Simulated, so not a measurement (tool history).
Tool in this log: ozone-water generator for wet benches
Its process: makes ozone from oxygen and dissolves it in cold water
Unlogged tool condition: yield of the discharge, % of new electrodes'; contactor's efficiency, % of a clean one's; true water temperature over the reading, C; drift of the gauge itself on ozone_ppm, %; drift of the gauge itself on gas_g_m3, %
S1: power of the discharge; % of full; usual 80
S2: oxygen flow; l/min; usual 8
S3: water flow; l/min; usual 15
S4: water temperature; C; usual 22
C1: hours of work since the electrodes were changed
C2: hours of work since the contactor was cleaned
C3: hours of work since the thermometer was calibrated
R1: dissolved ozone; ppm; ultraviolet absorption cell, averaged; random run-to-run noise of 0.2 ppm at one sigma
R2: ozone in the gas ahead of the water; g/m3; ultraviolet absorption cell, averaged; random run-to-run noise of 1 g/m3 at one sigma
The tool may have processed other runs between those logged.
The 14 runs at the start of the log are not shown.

Run 15, hour 1995.7: usual settings but S3 17 l/min; C1 2835; C2 6389; C3 1437. Result: R1 26.1 ppm, R2 179.2 g/m3.
Run 16, hour 2116.3: usual settings; C1 2922; C2 6476; C3 1524. Result: R1 28.2 ppm, R2 179.8 g/m3.
Run 17, hour 2298.5: usual settings; C1 3053; C2 6607; C3 1655. Result: R1 28.2 ppm, R2 180 g/m3.
At hour 2462: contactor cleaned.
Run 18, hour 2492.2: usual settings but S1 40 % of full, S2 8.99 l/min, S3 11 l/min, S4 29 C; C1 3190; C2 22; C3 1792. Result: R1 14.7 ppm, R2 93.1 g/m3.
Run 19, hour 2633.5: usual settings but S2 4.73 l/min, S3 22 l/min; C1 3292; C2 123; C3 1893. Result: R1 23.5 ppm, R2 254.1 g/m3.
Run 20, hour 2737.8: usual settings but S3 13 l/min, S4 18 C; C1 3367; C2 199; C3 1969. Result: R1 33.5 ppm, R2 180.8 g/m3.
Run 21, hour 2866.5: usual settings but S3 13 l/min, S4 18 C; C1 3459; C2 291; C3 2061. Result: R1 33.2 ppm, R2 180.2 g/m3.
Run 22, hour 3017.9: usual settings but S4 18 C; C1 3568; C2 400; C3 2170. Result: R1 30.6 ppm, R2 178.6 g/m3.
Run 23, hour 3105.9: usual settings but S4 18 C; C1 3632; C2 464; C3 2234. Result: R1 30.6 ppm, R2 180.4 g/m3.
Run 24, hour 3226.9: usual settings but S1 40 % of full, S2 8.21 l/min, S4 24 C; C1 3719; C2 551; C3 2321. Result: R1 14.7 ppm, R2 97 g/m3.
Run 25, hour 3421.9: usual settings but S1 99 % of full, S4 27 C; C1 3859; C2 691; C3 2461. Result: R1 30.6 ppm, R2 217.5 g/m3.
Run 26, hour 3610: usual settings but S1 99 % of full, S3 24 l/min, S4 15 C; C1 3995; C2 827; C3 2597. Result: R1 27.3 ppm, R2 219.8 g/m3.
Run 27, hour 3776.5: usual settings but S1 99 % of full, S3 24 l/min, S4 15 C; C1 4115; C2 947; C3 2717. Result: R1 27.5 ppm, R2 217.8 g/m3.
Run 28, hour 3968: usual settings but S1 99 % of full, S2 6.08 l/min, S4 17 C; C1 4253; C2 1085; C3 2854. Result: R1 39.9 ppm, R2 260.5 g/m3.
Run 29, hour 4129: usual settings but S1 99 % of full, S2 6.08 l/min, S4 17 C; C1 4368; C2 1200; C3 2970. Result: R1 40.2 ppm, R2 258.7 g/m3.
Run 30, hour 4244.7: usual settings but S1 99 % of full, S2 6.08 l/min, S4 17 C; C1 4452; C2 1284; C3 3054. Result: R1 39.5 ppm, R2 258.4 g/m3.
Run 31, hour 4437.5: usual settings but S1 78 % of full, S2 4.71 l/min, S4 17 C; C1 4591; C2 1423; C3 3193. Result: R1 34.4 ppm, R2 251.5 g/m3.
Run 32, hour 4563.2: usual settings but S1 78 % of full, S2 4.71 l/min, S4 17 C; C1 4681; C2 1513; C3 3283. Result: R1 34.1 ppm, R2 252.1 g/m3.
Run 33, hour 4707.9: usual settings but S1 55 % of full, S2 6.91 l/min; C1 4785; C2 1617; C3 3387. Result: R1 21.7 ppm, R2 146.8 g/m3.
Run 34, hour 4792.6: usual settings but S1 55 % of full, S2 6.91 l/min; C1 4846; C2 1678; C3 3448. Result: R1 21.5 ppm, R2 144.6 g/m3.

3 options for the next run, each taken on its own from the tool as it stands now. Forecast them:
Run A, hour 4903.2: usual settings but S3 14 l/min; C1 4926; C2 1758; C3 3528. Result: R1 ?, R2 ?.
Run B, hour 4903.2: usual settings but S1 95 % of full, S4 19 C; C1 4926; C2 1758; C3 3528. Result: R1 ?, R2 ?.
Run C, hour 4903.2: usual settings but S1 70 % of full, S2 9.55 l/min, S3 13 l/min; C1 4926; C2 1758; C3 3528. Result: R1 ?, R2 ?.

run    R1     R2
  A  29.3  180.9
  B  34.9    211
  C  25.6  143.6
With no hidden state in the tool, these same runs would have given:
run    R1     R2
  A  29.3  177.1
  B    35  206.6
  C  25.7  140.5

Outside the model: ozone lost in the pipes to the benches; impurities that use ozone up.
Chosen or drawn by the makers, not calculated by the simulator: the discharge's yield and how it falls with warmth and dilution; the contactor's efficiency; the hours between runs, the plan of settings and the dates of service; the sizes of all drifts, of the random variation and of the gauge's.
